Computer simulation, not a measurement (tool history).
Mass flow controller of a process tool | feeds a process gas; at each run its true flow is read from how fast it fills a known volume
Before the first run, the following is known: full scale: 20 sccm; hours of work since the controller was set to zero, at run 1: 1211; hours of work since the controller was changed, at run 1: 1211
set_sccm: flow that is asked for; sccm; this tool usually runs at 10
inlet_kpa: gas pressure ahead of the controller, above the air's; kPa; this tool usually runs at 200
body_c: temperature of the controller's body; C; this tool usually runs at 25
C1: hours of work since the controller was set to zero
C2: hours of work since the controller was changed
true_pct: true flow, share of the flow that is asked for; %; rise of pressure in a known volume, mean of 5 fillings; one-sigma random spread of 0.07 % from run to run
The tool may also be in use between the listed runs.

Run 1, hour 0: usual settings; C1 1211; C2 1211. Result: true_pct 98.61 %.
Run 2, hour 128.6: usual settings; C1 1269; C2 1269. Result: true_pct 98.71 %.
Run 3, hour 258.3: usual settings but body_c 23 C; C1 1327; C2 1327. Result: true_pct 98.65 %.
Run 4, hour 361.1: usual settings; C1 1374; C2 1374. Result: true_pct 98.72 %.
Run 5, hour 449.2: usual settings; C1 1413; C2 1413. Result: true_pct 98.69 %.
Run 6, hour 520.4: usual settings; C1 1445; C2 1445. Result: true_pct 98.63 %.
Run 7, hour 604.7: usual settings; C1 1483; C2 1483. Result: true_pct 98.59 %.
Run 8, hour 681.2: usual settings but inlet_kpa 164 kPa; C1 1517; C2 1517. Result: true_pct 98.97 %.
Run 9, hour 824.2: usual settings; C1 1582; C2 1582. Result: true_pct 98.69 %.
Run 10, hour 972.4: usual settings but set_sccm 11 sccm; C1 1648; C2 1648. Result: true_pct 98.82 %.
Run 11, hour 1036.8: usual settings but set_sccm 11 sccm; C1 1677; C2 1677. Result: true_pct 98.95 %.
Run 12, hour 1135.4: usual settings but set_sccm 3 sccm, inlet_kpa 261 kPa, body_c 39 C; C1 1722; C2 1722. Result: true_pct 97.87 %.
Run 13, hour 1243.6: usual settings but inlet_kpa 173 kPa, body_c 31 C; C1 1770; C2 1770. Result: true_pct 99.02 %.
Run 14, hour 1346.3: usual settings but set_sccm 6 sccm; C1 1816; C2 1816. Result: true_pct 98.09 %.
Run 15, hour 1436.6: usual settings but set_sccm 15 sccm, body_c 22 C; C1 1857; C2 1857. Result: true_pct 99.33 %.
Run 16, hour 1570.2: usual settings but set_sccm 5 sccm, body_c 28 C; C1 1917; C2 1917. Result: true_pct 98.17 %.
Run 17, hour 1640.6: usual settings but inlet_kpa 184 kPa; C1 1949; C2 1949. Result: true_pct 98.72 %.
Run 18, hour 1789.6: usual settings but inlet_kpa 184 kPa; C1 2016; C2 2016. Result: true_pct 98.79 %.
Run 19, hour 1887.5: usual settings but inlet_kpa 184 kPa; C1 2059; C2 2059. Result: true_pct 98.73 %.
Run 20, hour 1968.6: usual settings but set_sccm 9 sccm, inlet_kpa 194 kPa, body_c 30 C; C1 2096; C2 2096. Result: true_pct 98.68 %.

For run 21, what comes out?
Run 21, hour 2044.8: usual settings but set_sccm 4 sccm, inlet_kpa 166 kPa, body_c 30 C; C1 2130; C2 2130. Result: true_pct ?.

Run 21 gave true_pct 98.16 %.
Without the tool's hidden state the same run would have given true_pct 98.15 %.
